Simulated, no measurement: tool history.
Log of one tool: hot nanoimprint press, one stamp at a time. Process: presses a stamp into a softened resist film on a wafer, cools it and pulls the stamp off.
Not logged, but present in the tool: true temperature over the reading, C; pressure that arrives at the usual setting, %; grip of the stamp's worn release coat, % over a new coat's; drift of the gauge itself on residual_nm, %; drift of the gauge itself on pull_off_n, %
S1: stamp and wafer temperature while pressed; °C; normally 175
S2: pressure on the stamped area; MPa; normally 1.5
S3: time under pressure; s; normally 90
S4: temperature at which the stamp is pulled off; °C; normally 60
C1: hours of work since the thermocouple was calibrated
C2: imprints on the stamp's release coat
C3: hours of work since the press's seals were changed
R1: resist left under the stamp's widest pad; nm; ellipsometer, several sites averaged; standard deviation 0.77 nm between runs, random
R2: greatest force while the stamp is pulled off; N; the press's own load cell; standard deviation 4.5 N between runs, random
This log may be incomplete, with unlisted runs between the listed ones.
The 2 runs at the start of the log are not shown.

run	day	S1	S2	S3	S4	C1	C2	C3	R1	R2
3	5.246	175	1.5	90	60	145	649	1237	147.2	289
4	8.179	172	1.5	90	60	178	894	1270	165.6	298
# day 10.462: press's hydraulic seals changed and the load cell set to zero
5	10.829	175	1.5	90	60	204	1089	4	145.1	315
6	12.675	175	1.5	90	60	225	1244	25	143.6	334
7	14.117	169	1.5	90	60	241	1365	41	182.7	368
8	15.988	175	1.5	90	60	262	1521	62	142.9	373
9	18.538	175	1.5	90	60	291	1735	91	143.5	404
10	20.025	175	1.5	90	60	308	1860	108	142.0	416
11	23.562	175	1.5	90	60	347	2157	148	141.6	451
12	26.812	169	1.5	90	60	384	2429	184	180.6	484
# day 27.279: stamp cleaned and given a new release coat
13	30.575	169	1.5	90	60	424	276	224	179.5	248
14	32.875	187	1.5	90	60	450	469	250	85.8	265
# day 33.421: plate thermocouple calibrated
15	34.508	187	1.5	90	60	12	596	267	84.4	264
16	36.075	187	1.5	57	55	30	727	285	102.0	302
17	38.046	167	1.5	178	60	52	893	307	141.7	287
18	40.596	167	1.5	178	60	81	1106	336	141.5	324

Run 19 comes next. What will it give?
19	43.208	167	1.5	178	60	110	1326	365	?	?

Run 19 came out at R1 141.1 nm, R2 337 N.
On a tool with no hidden condition, and with the same random variation, this run would have come out at R1 155.5 nm, R2 216 N.
